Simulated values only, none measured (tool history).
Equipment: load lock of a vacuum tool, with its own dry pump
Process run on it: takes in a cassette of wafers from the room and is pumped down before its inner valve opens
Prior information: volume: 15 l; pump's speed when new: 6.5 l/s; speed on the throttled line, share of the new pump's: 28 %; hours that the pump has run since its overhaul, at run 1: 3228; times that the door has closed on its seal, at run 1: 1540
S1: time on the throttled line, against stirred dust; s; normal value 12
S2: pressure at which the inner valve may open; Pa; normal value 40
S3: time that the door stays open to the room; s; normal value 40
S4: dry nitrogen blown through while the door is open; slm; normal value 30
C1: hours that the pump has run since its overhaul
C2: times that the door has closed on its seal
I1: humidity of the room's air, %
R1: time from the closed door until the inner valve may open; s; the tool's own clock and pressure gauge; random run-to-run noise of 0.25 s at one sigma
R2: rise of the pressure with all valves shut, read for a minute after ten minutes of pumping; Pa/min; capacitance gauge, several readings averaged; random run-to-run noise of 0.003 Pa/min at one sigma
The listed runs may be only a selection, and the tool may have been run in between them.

run 1 hour=0.0 | S1=12 S2=40 S3=40 S4=30 | C1=3228 C2=1540 | I1=45.2 | R1=27.6 R2=0.025
run 2 hour=68.9 | S1=12 S2=40 S3=40 S4=30 | C1=3297 C2=1642 | I1=42.8 | R1=27.3 R2=0.023
run 3 hour=118.6 | S1=12 S2=57 S3=40 S4=30 | C1=3347 C2=1715 | I1=45.2 | R1=26.6 R2=0.028
run 4 hour=176.7 | S1=12 S2=40 S3=40 S4=30 | C1=3405 C2=1800 | I1=42.7 | R1=27.1 R2=0.023
run 5 hour=233.6 | S1=12 S2=40 S3=40 S4=30 | C1=3462 C2=1884 | I1=41.5 | R1=28.0 R2=0.026
run 6 hour=277.2 | S1=12 S2=40 S3=40 S4=30 | C1=3506 C2=1948 | I1=44.4 | R1=27.6 R2=0.028
run 7 hour=344.3 | S1=12 S2=40 S3=40 S4=30 | C1=3573 C2=2047 | I1=41.4 | R1=27.9 R2=0.030
run 8 hour=429.1 | S1=12 S2=40 S3=40 S4=30 | C1=3658 C2=2172 | I1=47.8 | R1=27.3 R2=0.024
run 9 hour=519.0 | S1=12 S2=40 S3=40 S4=30 | C1=3747 C2=2304 | I1=42.3 | R1=27.9 R2=0.032
run 10 hour=570.8 | S1=12 S2=69 S3=40 S4=30 | C1=3799 C2=2380 | I1=45.3 | R1=26.3 R2=0.026
run 11 hour=662.7 | S1=12 S2=69 S3=40 S4=30 | C1=3891 C2=2515 | I1=48.2 | R1=26.7 R2=0.036
run 12 hour=714.5 | S1=12 S2=69 S3=40 S4=30 | C1=3943 C2=2591 | I1=45.4 | R1=25.8 R2=0.026
run 13 hour=795.9 | S1=12 S2=69 S3=40 S4=30 | C1=4024 C2=2711 | I1=44.8 | R1=26.2 R2=0.027
run 14 hour=888.4 | S1=12 S2=40 S3=40 S4=30 | C1=4117 C2=2847 | I1=43.2 | R1=27.4 R2=0.034
run 15 hour=967.8 | S1=12 S2=40 S3=40 S4=30 | C1=4196 C2=2964 | I1=41.7 | R1=27.8 R2=0.029
run 16 hour=1007.6 | S1=12 S2=40 S3=31 S4=30 | C1=4236 C2=3023 | I1=44.9 | R1=27.8 R2=0.025
run 17 hour=1095.2 | S1=12 S2=40 S3=40 S4=23 | C1=4324 C2=3152 | I1=51.6 | R1=27.9 R2=0.035
run 18 hour=1146.0 | S1=12 S2=40 S3=40 S4=23 | C1=4374 C2=3226 | I1=44.4 | R1=27.8 R2=0.032
run 19 hour=1227.1 | S1=14 S2=40 S3=40 S4=23 | C1=4455 C2=3346 | I1=45.8 | R1=29.2 R2=0.034
run 20 hour=1308.8 | S1=7 S2=33 S3=40 S4=23 | C1=4537 C2=3466 | I1=47.3 | R1=24.9 R2=0.032
run 21 hour=1361.5 | S1=7 S2=33 S3=40 S4=23 | C1=4590 C2=3543 | I1=46.8 | R1=25.1 R2=0.031
run 22 hour=1449.0 | S1=12 S2=40 S3=31 S4=30 | C1=4677 C2=3672 | I1=44.9 | R1=28.1 R2=0.030
run 23 hour=1493.3 | S1=12 S2=75 S3=40 S4=30 | C1=4722 C2=3737 | I1=42.8 | R1=26.5 R2=0.033
run 24 hour=1570.2 | S1=12 S2=40 S3=41 S4=5 | C1=4799 C2=3851 | I1=44.2 | R1=28.1 R2=0.051
run 25 hour=1631.3 | S1=12 S2=40 S3=41 S4=5 | C1=4860 C2=3940 | I1=46.5 | R1=27.6 R2=0.045
run 26 hour=1709.6 | S1=12 S2=40 S3=40 S4=43 | C1=4938 C2=4056 | I1=44.6 | R1=27.8 R2=0.039
run 27 hour=1797.4 | S1=8 S2=40 S3=40 S4=43 | C1=5026 C2=4185 | I1=44.5 | R1=24.9 R2=0.031
run 28 hour=1846.0 | S1=12 S2=40 S3=87 S4=38 | C1=5074 C2=4256 | I1=46.8 | R1=28.1 R2=0.035
run 29 hour=1886.2 | S1=12 S2=40 S3=87 S4=38 | C1=5115 C2=4315 | I1=39.3 | R1=28.5 R2=0.037
run 30 hour=1980.1 | S1=8 S2=58 S3=40 S4=30 | C1=5209 C2=4454 | I1=45.9 | R1=24.3 R2=0.041
run 31 hour=2052.0 | S1=8 S2=58 S3=168 S4=30 | C1=5280 C2=4560 | I1=45.8 | R1=24.7 R2=0.046
run 32 hour=2134.8 | S1=15 S2=66 S3=40 S4=13 | C1=5363 C2=4681 | I1=45.7 | R1=28.8 R2=0.043
run 33 hour=2174.4 | S1=12 S2=70 S3=40 S4=19 | C1=5403 C2=4740 | I1=43.5 | R1=26.7 R2=0.037
run 34 hour=2220.6 | S1=6 S2=33 S3=29 S4=30 | C1=5449 C2=4808 | I1=45.3 | R1=24.7 R2=0.036
run 35 hour=2284.6 | S1=6 S2=33 S3=131 S4=30 | C1=5513 C2=4902 | I1=43.8 | R1=24.2 R2=0.044
run 36 hour=2346.7 | S1=12 S2=40 S3=55 S4=30 | C1=5575 C2=4993 | I1=43.3 | R1=27.9 R2=0.039

Hidden state or all else? Some run-to-run changes of R1, split into what the settings, what came in and random variation would give without the hidden state, and what is left for the hidden state (with any gauge scatter that isn't in both results):
The hidden state here: pump's speed, % of a new pump's; leak at the door's seal, Pa l/s; drift of the gauge itself on ready_s, %; drift of the gauge itself on rise_pa_min, %.
Run 19 -> 20: S1 14 -> 7, S2 40 -> 33. R1 -4.3 s: hidden state +0.1, all else -4.4.
Run 21 -> 22: S1 7 -> 12, S2 33 -> 40, S3 40 -> 31, S4 23 -> 30. R1 +3.0 s: hidden state -0.2, all else +3.2.
Run 29 -> 30: S1 12 -> 8, S2 40 -> 58, S3 87 -> 40, S4 38 -> 30. R1 -4.2 s: hidden state +0.1, all else -4.3.
Run 31 -> 32: S1 8 -> 15, S2 58 -> 66, S3 168 -> 40, S4 30 -> 13. R1 +4.1 s: hidden state -0.3, all else +4.4.
Run 33 -> 34: S1 12 -> 6, S2 70 -> 33, S3 40 -> 29, S4 19 -> 30. R1 -2.0 s: hidden state +0.3, all else -2.3.
